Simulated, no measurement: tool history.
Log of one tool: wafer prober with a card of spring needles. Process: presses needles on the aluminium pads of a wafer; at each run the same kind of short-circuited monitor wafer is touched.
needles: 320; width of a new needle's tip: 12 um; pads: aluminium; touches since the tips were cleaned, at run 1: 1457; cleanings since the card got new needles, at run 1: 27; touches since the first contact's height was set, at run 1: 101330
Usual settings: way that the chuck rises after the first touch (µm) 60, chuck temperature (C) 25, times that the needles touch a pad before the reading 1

run   hour  way that the chuck rises after the first touch (µm)  chuck temperature (C)  times that the needles touch a pad before the reading  touches since the tips were cleaned  cleanings since the card got new needles  touches since the first contact's height was set  resistance of one needle with its contact and lead (mohm)  way that a needle slides on the pad (µm)
  1    0.0                                                   60                     25                                                      1                                 1457                                        27                                            101330                                                        203                                      8.17
       9.0  -- tips cleaned on abrasive film
  2   23.2                                                   60                     25                                                      1                                 2488                                        28                                            105392                                                        229                                      8.16
      27.5  -- tips cleaned on abrasive film
      45.5  -- tips cleaned on abrasive film
  3   47.9                                                   61                     25                                                      1                                  427                                        30                                            109709                                                        191                                      8.23
      63.7  -- tips cleaned on abrasive film
      69.2  -- tips cleaned on abrasive film, once more
  4   70.0                                                   61                     25                                                      1                                  133                                        32                                            113558                                                        182                                      8.07
  5   83.3                                                   61                     25                                                      1                                 2467                                        32                                            115892                                                        220                                      8.20
      86.8  -- tips cleaned on abrasive film
     104.6  -- tips cleaned on abrasive film
  6  105.1                                                   74                     25                                                      1                                   74                                        34                                            119691                                                        180                                      9.81
     123.0  -- tips cleaned on abrasive film
  7  123.5                                                   74                     25                                                      1                                   87                                        35                                            122920                                                        175                                      9.97
     141.0  -- tips cleaned on abrasive film
  8  146.1                                                   60                     25                                                      1                                  903                                        36                                            126879                                                        205                                      7.80
     159.1  -- tips cleaned on abrasive film
  9  164.1                                                   60                     25                                                      1                                  874                                        37                                            130026                                                        206                                      7.91
     176.5  -- tips cleaned on abrasive film
 10  180.5                                                   60                     25                                                      1                                  709                                        38                                            132891                                                        195                                      8.01
     194.2  -- tips cleaned on abrasive film
 11  194.4                                                   60                     25                                                      1                                   41                                        39                                            135323                                                        176                                      8.02
 12  209.7                                                   60                    100                                                      1                                 2726                                        39                                            138008                                                        237                                      8.00
     212.5  -- tips cleaned on abrasive film
 13  220.2                                                   60                    100                                                      1                                 1347                                        40                                            139844                                                        224                                      7.95
     230.9  -- tips cleaned on abrasive film
 14  230.9                                                   60                     81                                                      1                                    0                                        41                                            141708                                                        185                                      7.89
 15  245.3                                                   60                     81                                                      1                                 2535                                        41                                            144243                                                        231                                      7.88
     249.0  -- tips cleaned on abrasive film
     267.8  -- tips cleaned on abrasive film
 16  269.4                                                   60                     81                                                      1                                  278                                        43                                            148441                                                        198                                      7.85
     287.2  -- tips cleaned on abrasive film
 17  294.7                                                   60                    106                                                      2                                 1321                                        44                                            152874                                                        212                                      8.01
     304.7  -- tips cleaned on abrasive film
 18  312.3                                                   67                     25                                                      1                                 1342                                        45                                            155967                                                        202                                      8.80
     322.6  -- tips cleaned on abrasive film
 19  323.2                                                   60                     25                                                      2                                  102                                        46                                            157864                                                        174                                      7.72
     340.3  -- tips cleaned on abrasive film
 20  340.3                                                   47                     25                                                      2                                    0                                        47                                            160853                                                        179                                      6.05
 21  351.5                                                   65                     26                                                      1                                 1969                                        47                                            162822                                                        217                                      8.52
     358.0  -- tips cleaned on abrasive film
 22  371.6                                                   71                     90                                                      1                                 2397                                        48                                            166338                                                        217                                      9.31
     375.9  -- tips cleaned on abrasive film
 23  389.2                                                   71                     90                                                      1                                 2327                                        49                                            169414                                                        221                                      9.45
     393.6  -- tips cleaned on abrasive film
 24  400.1                                                   50                     76                                                      2                                 1154                                        50                                            171322                                                        213                                      6.30
     412.6  -- tips cleaned on abrasive film
 25  421.9                                                   40                     90                                                      2                                 1633                                        51                                            175131                                                        242                                      5.00
     430.2  -- tips cleaned on abrasive film
 26  443.6                                                   40                     90                                                      2                                 2356                                        52                                            178930                                                        257                                      5.04
     448.6  -- tips cleaned on abrasive film
 27  460.5                                                   78                     27                                                      1                                 2090                                        53                                            181889                                                        197                                     10.22
     465.9  -- tips cleaned on abrasive film
 28  470.9                                                   67                     82                                                      3                                  872                                        54                                            183700                                                        190                                      8.80
     484.3  -- tips cleaned on abrasive film
 29  492.5                                                   63                     77                                                      1                                 1454                                        55                                            187494                                                        222                                      8.11
     502.5  -- tips cleaned on abrasive film
 30  507.4                                                   80                     25                                                      3                                  867                                        56                                            190099                                                        178                                     10.39
 31  518.9                                                   69                     54                                                      2                                 2881                                        56                                            192113                                                        204                                      8.96

The next listed run, before its measurement:
     521.2  -- tips cleaned on abrasive film
     539.6  -- tips cleaned on abrasive film
 32  540.8                                                   40                    106                                                      2                                  215                                        58                                            195933                                                          ?                                         ?

{"run 32": {"resistance of one needle with its contact and lead (mohm)": 220, "way that a needle slides on the pad (µm)": 4.92}}
Without the tool's hidden state the same run would have given resistance of one needle with its contact and lead (mohm) 198, way that a needle slides on the pad (µm) 5.56.
